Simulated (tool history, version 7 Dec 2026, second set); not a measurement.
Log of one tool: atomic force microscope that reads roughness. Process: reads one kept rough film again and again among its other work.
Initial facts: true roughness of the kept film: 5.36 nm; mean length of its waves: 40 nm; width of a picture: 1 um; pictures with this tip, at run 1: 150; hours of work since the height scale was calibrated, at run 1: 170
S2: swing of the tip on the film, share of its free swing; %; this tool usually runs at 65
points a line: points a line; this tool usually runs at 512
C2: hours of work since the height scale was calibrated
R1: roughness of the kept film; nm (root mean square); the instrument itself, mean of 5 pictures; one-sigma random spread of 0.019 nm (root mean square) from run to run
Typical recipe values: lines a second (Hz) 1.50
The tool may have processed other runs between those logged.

run 1 day=0.000 | lines_a_second_(Hz)=1.50 S2=65 points_a_line=512 | pictures_with_this_tip=150 C2=170 | R1=4.033
run 2 day=0.354 | lines_a_second_(Hz)=1.50 S2=65 points_a_line=512 | pictures_with_this_tip=164 C2=177 | R1=3.962
run 3 day=0.646 | lines_a_second_(Hz)=1.50 S2=65 points_a_line=512 | pictures_with_this_tip=175 C2=182 | R1=3.953
run 4 day=1.112 | lines_a_second_(Hz)=1.50 S2=65 points_a_line=512 | pictures_with_this_tip=194 C2=190 | R1=3.870
run 5 day=1.325 | lines_a_second_(Hz)=1.50 S2=65 points_a_line=512 | pictures_with_this_tip=202 C2=194 | R1=3.830
run 6 day=1.600 | lines_a_second_(Hz)=1.50 S2=64 points_a_line=880 | pictures_with_this_tip=213 C2=199 | R1=3.807
-- day=1.817 new tip fitted
run 7 day=1.900 | lines_a_second_(Hz)=3.66 S2=65 points_a_line=310 | pictures_with_this_tip=3 C2=204 | R1=4.275
run 8 day=2.117 | lines_a_second_(Hz)=2.51 S2=65 points_a_line=470 | pictures_with_this_tip=12 C2=208 | R1=4.422
run 9 day=2.629 | lines_a_second_(Hz)=0.78 S2=65 points_a_line=512 | pictures_with_this_tip=32 C2=217 | R1=4.613
run 10 day=2.871 | lines_a_second_(Hz)=1.22 S2=65 points_a_line=370 | pictures_with_this_tip=41 C2=221 | R1=4.469

Some steps in R1, run to run, broken into two amounts with sign: the step expected even without the hidden condition (settings, incoming material, random variation), and the rest, left for the hidden condition together with whatever gauge scatter is not in both the measured and the hidden-condition-free result:
Hidden state at play: radius of the tip, nm; height scale over the true one, %; drift of the gauge itself on roughness_nm, %.
Run 6 -> 7: lines a second (Hz) 1.50 -> 3.66, S2 64 -> 65, points a line 880 -> 310, new tip fitted. R1 +0.468 nm (root mean square): hidden state +0.800, all else -0.332.

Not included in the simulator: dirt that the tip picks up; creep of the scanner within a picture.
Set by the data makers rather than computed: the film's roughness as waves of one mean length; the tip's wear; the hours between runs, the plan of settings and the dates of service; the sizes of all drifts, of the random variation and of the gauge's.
